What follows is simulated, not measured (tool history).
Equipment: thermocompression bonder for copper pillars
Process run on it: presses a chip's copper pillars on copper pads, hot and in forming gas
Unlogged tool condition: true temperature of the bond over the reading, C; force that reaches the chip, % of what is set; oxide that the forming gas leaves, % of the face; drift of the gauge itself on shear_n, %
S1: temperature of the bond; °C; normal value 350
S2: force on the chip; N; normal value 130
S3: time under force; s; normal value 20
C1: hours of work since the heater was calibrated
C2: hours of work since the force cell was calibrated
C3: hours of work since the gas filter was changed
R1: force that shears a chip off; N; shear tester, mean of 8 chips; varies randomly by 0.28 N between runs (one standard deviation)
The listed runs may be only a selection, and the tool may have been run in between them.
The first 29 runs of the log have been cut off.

Run 30, hour 642.9: usual settings but S3 17 s; C1 1235; C2 1016; C3 303. Result: R1 28 N.
At hour 653.6: forming gas filter changed.
Run 31, hour 659.8: usual settings but S1 351 °C, S2 128 N, S3 58 s; C1 1246; C2 1026; C3 4. Result: R1 48.9 N.
Run 32, hour 685.6: usual settings but S1 351 °C, S2 128 N, S3 58 s; C1 1262; C2 1043; C3 20. Result: R1 49.1 N.
Run 33, hour 714.1: usual settings but S1 351 °C, S2 128 N, S3 58 s; C1 1280; C2 1061; C3 39. Result: R1 48.6 N.
Run 34, hour 733.3: usual settings but S1 351 °C, S2 128 N, S3 58 s; C1 1292; C2 1073; C3 51. Result: R1 48.1 N.
Run 35, hour 754.3: usual settings but S1 355 °C, S2 87 N, S3 58 s; C1 1306; C2 1087; C3 64. Result: R1 40.2 N.
At hour 761.2: heater calibrated with a thermocouple chip.
Run 36, hour 785.1: usual settings but S1 355 °C, S2 87 N, S3 58 s; C1 15; C2 1105; C3 83. Result: R1 37.8 N.
Run 37, hour 816.9: usual settings but S1 325 °C, S3 57 s; C1 36; C2 1125; C3 103. Result: R1 34.8 N.
Run 38, hour 839.6: usual settings but S1 325 °C, S2 138 N, S3 21 s; C1 50; C2 1140; C3 117. Result: R1 24.4 N.
Run 39, hour 855.5: usual settings but S1 325 °C, S2 138 N, S3 21 s; C1 60; C2 1150; C3 127. Result: R1 24 N.

Consider 5 possible next runs. They are alternatives, not a sequence: every one starts from the tool as it was left by run 39. What does each give?
Run A, hour 880: usual settings but S2 91 N; C1 76; C2 1166; C3 143. Result: R1 ?.
Run B, hour 880: usual settings but S1 333 °C, S2 138 N, S3 15 s; C1 76; C2 1166; C3 143. Result: R1 ?.
Run C, hour 880: usual settings but S1 349 °C, S2 114 N, S3 14 s; C1 76; C2 1166; C3 143. Result: R1 ?.
Run D, hour 880: usual settings but S1 330 °C, S2 138 N, S3 21 s; C1 76; C2 1166; C3 143. Result: R1 ?.
Run E, hour 880: usual settings but S1 376 °C, S2 126 N, S3 35 s; C1 76; C2 1166; C3 143. Result: R1 ?.

run    R1
  A  23.5
  B  22.4
  C  23.9
  D  25.5
  E  46.9
With no hidden state in the tool, these same runs would have given:
run    R1
  A  26.1
  B  24.9
  C  26.4
  D  28.2
  E  51.3
